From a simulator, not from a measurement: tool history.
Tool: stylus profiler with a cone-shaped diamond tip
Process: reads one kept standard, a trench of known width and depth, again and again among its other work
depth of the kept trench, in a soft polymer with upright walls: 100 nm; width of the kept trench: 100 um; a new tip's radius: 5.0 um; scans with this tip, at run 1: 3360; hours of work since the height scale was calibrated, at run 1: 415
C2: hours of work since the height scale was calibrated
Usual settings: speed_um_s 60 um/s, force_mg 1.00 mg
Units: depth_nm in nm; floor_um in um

run 1 hour=0.0 | speed_um_s=60 force_mg=1.00 | scans_with_this_tip=3360 C2=415 | depth_nm=100.38 floor_um=97.50
run 2 hour=22.3 | speed_um_s=60 force_mg=1.00 | scans_with_this_tip=3469 C2=429 | depth_nm=100.36 floor_um=97.45
run 3 hour=36.1 | speed_um_s=60 force_mg=1.00 | scans_with_this_tip=3537 C2=437 | depth_nm=100.39 floor_um=97.43
run 4 hour=48.5 | speed_um_s=60 force_mg=1.00 | scans_with_this_tip=3598 C2=445 | depth_nm=100.41 floor_um=97.49
run 5 hour=73.7 | speed_um_s=60 force_mg=1.00 | scans_with_this_tip=3722 C2=460 | depth_nm=100.37 floor_um=97.47
run 6 hour=87.2 | speed_um_s=60 force_mg=1.00 | scans_with_this_tip=3788 C2=468 | depth_nm=100.36 floor_um=97.44
run 7 hour=111.4 | speed_um_s=60 force_mg=2.17 | scans_with_this_tip=3907 C2=483 | depth_nm=100.74 floor_um=97.56
run 8 hour=134.8 | speed_um_s=60 force_mg=2.17 | scans_with_this_tip=4021 C2=497 | depth_nm=100.73 floor_um=97.61
run 9 hour=145.6 | speed_um_s=60 force_mg=1.00 | scans_with_this_tip=4074 C2=504 | depth_nm=100.41 floor_um=97.44
run 10 hour=168.2 | speed_um_s=60 force_mg=1.00 | scans_with_this_tip=4185 C2=517 | depth_nm=100.39 floor_um=97.43
run 11 hour=180.4 | speed_um_s=60 force_mg=1.00 | scans_with_this_tip=4245 C2=525 | depth_nm=100.37 floor_um=97.43
run 12 hour=194.7 | speed_um_s=60 force_mg=1.00 | scans_with_this_tip=4315 C2=533 | depth_nm=100.35 floor_um=97.44
run 13 hour=211.0 | speed_um_s=60 force_mg=1.00 | scans_with_this_tip=4395 C2=543 | depth_nm=100.41 floor_um=97.46
run 14 hour=235.1 | speed_um_s=60 force_mg=1.00 | scans_with_this_tip=4513 C2=558 | depth_nm=100.36 floor_um=97.41
run 15 hour=259.2 | speed_um_s=60 force_mg=1.00 | scans_with_this_tip=4631 C2=572 | depth_nm=100.36 floor_um=97.45
run 16 hour=273.3 | speed_um_s=198 force_mg=1.00 | scans_with_this_tip=4700 C2=581 | depth_nm=100.35 floor_um=96.35
run 17 hour=289.8 | speed_um_s=60 force_mg=1.00 | scans_with_this_tip=4781 C2=591 | depth_nm=100.37 floor_um=97.43
run 18 hour=304.6 | speed_um_s=149 force_mg=1.00 | scans_with_this_tip=4854 C2=600 | depth_nm=100.35 floor_um=96.69
run 19 hour=318.4 | speed_um_s=149 force_mg=1.00 | scans_with_this_tip=4921 C2=608 | depth_nm=100.36 floor_um=96.72
run 20 hour=341.2 | speed_um_s=149 force_mg=1.00 | scans_with_this_tip=5033 C2=622 | depth_nm=100.35 floor_um=96.72
run 21 hour=366.0 | speed_um_s=18 force_mg=1.00 | scans_with_this_tip=5155 C2=637 | depth_nm=100.37 floor_um=97.78
run 22 hour=387.8 | speed_um_s=18 force_mg=1.00 | scans_with_this_tip=5261 C2=650 | depth_nm=100.34 floor_um=97.72
run 23 hour=403.0 | speed_um_s=223 force_mg=0.95 | scans_with_this_tip=5336 C2=659 | depth_nm=100.30 floor_um=96.10
run 24 hour=418.4 | speed_um_s=38 force_mg=1.76 | scans_with_this_tip=5411 C2=669 | depth_nm=100.55 floor_um=97.63
run 25 hour=443.3 | speed_um_s=166 force_mg=2.44 | scans_with_this_tip=5533 C2=684 | depth_nm=100.72 floor_um=97.01
run 26 hour=454.5 | speed_um_s=66 force_mg=0.40 | scans_with_this_tip=5588 C2=691 | depth_nm=100.11 floor_um=97.03
run 27 hour=477.0 | speed_um_s=21 force_mg=1.19 | scans_with_this_tip=5699 C2=704 | depth_nm=100.38 floor_um=97.68
run 28 hour=498.7 | speed_um_s=21 force_mg=1.48 | scans_with_this_tip=5805 C2=717 | depth_nm=100.50 floor_um=97.71
run 29 hour=517.0 | speed_um_s=60 force_mg=1.39 | scans_with_this_tip=5895 C2=729 | depth_nm=100.42 floor_um=97.49
run 30 hour=536.7 | speed_um_s=60 force_mg=1.39 | scans_with_this_tip=5991 C2=740 | depth_nm=100.46 floor_um=97.46
run 31 hour=551.8 | speed_um_s=200 force_mg=0.67 | scans_with_this_tip=6066 C2=750 | depth_nm=100.16 floor_um=95.90
run 32 hour=568.7 | speed_um_s=200 force_mg=0.67 | scans_with_this_tip=6149 C2=760 | depth_nm=100.20 floor_um=95.88
run 33 hour=586.9 | speed_um_s=200 force_mg=0.67 | scans_with_this_tip=6238 C2=771 | depth_nm=100.19 floor_um=95.93
run 34 hour=598.7 | speed_um_s=23 force_mg=2.32 | scans_with_this_tip=6296 C2=778 | depth_nm=100.72 floor_um=97.76
run 35 hour=614.2 | speed_um_s=78 force_mg=2.50 | scans_with_this_tip=6372 C2=787 | depth_nm=100.75 floor_um=97.48
run 36 hour=630.4 | speed_um_s=39 force_mg=1.56 | scans_with_this_tip=6451 C2=797 | depth_nm=100.50 floor_um=97.67
run 37 hour=643.1 | speed_um_s=65 force_mg=2.82 | scans_with_this_tip=6513 C2=805 | depth_nm=100.79 floor_um=97.48
run 38 hour=666.3 | speed_um_s=156 force_mg=1.04 | scans_with_this_tip=6627 C2=819 | depth_nm=100.31 floor_um=96.63

4 ways to go on from here, each from the tool as it stands after run 38. What would each give?
run A hour=680.1 | speed_um_s=17 force_mg=0.71 | scans_with_this_tip=6694 C2=827 | depth_nm=? floor_um=?
run B hour=680.1 | speed_um_s=156 force_mg=0.47 | scans_with_this_tip=6694 C2=827 | depth_nm=? floor_um=?
run C hour=680.1 | speed_um_s=32 force_mg=0.46 | scans_with_this_tip=6694 C2=827 | depth_nm=? floor_um=?
run D hour=680.1 | speed_um_s=59 force_mg=1.00 | scans_with_this_tip=6694 C2=827 | depth_nm=? floor_um=?

run=A depth_nm=100.18 floor_um=97.64
run=B depth_nm=100.10 floor_um=95.99
run=C depth_nm=100.09 floor_um=97.53
run=D depth_nm=100.30 floor_um=97.40
Without the tool's hidden state the same runs would have given:
run=A depth_nm=100.40 floor_um=97.79
run=B depth_nm=100.32 floor_um=96.14
run=C depth_nm=100.31 floor_um=97.68
run=D depth_nm=100.52 floor_um=97.56
